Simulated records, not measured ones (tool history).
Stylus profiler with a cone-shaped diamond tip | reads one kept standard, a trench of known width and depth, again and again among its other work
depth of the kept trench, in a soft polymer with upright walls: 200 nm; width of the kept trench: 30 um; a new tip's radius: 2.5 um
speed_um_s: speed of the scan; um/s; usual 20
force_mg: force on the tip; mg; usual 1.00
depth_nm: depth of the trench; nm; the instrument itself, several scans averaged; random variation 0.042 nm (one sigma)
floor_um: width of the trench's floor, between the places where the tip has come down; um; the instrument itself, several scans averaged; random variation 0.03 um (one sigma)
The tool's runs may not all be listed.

run,hour,speed_um_s,force_mg,depth_nm,floor_um
1,0.0,20,1.00,202.27,26.43
2,25.6,40,1.00,202.25,26.29
3,54.1,6,1.00,202.31,26.49
4,76.3,6,1.00,202.31,26.42
5,116.2,20,1.00,202.35,26.31
# hour 139.2: new tip fitted, height scale calibrated
6,149.6,20,0.38,200.94,27.79
7,197.1,20,1.00,201.75,27.83
8,231.5,20,1.00,201.74,27.78
9,259.6,20,1.00,201.85,27.69
# hour 263.6: height scale calibrated on a step standard
10,285.4,38,1.00,201.88,27.52
11,318.3,61,0.91,201.62,27.32
12,340.5,10,0.78,201.51,27.60
13,367.1,10,0.78,201.52,27.58
14,402.6,64,0.63,201.37,27.12
15,429.4,7,0.90,201.70,27.56
16,475.4,9,1.74,202.60,27.46
17,501.5,10,1.53,202.50,27.44

Measured less the same run without the tool's hidden state. The same run-to-run variation is in both; the gauge's scatter may not be:
The hidden state here: radius of the tip, um; height scale over the true one, %; drift of the gauge itself on depth_nm, %; drift of the gauge itself on floor_um, %.
run,depth_nm,floor_um
1,+0.41,-1.48
2,+0.42,-1.51
3,+0.43,-1.54
4,+0.44,-1.57
5,+0.45,-1.60
6,-0.07,-0.03
7,-0.06,-0.11
8,-0.05,-0.18
9,-0.04,-0.22
10,-0.04,-0.26
11,-0.03,-0.32
12,-0.03,-0.34
13,-0.02,-0.39
14,-0.01,-0.44
15,+0.01,-0.49
16,+0.02,-0.55
17,+0.02,-0.58

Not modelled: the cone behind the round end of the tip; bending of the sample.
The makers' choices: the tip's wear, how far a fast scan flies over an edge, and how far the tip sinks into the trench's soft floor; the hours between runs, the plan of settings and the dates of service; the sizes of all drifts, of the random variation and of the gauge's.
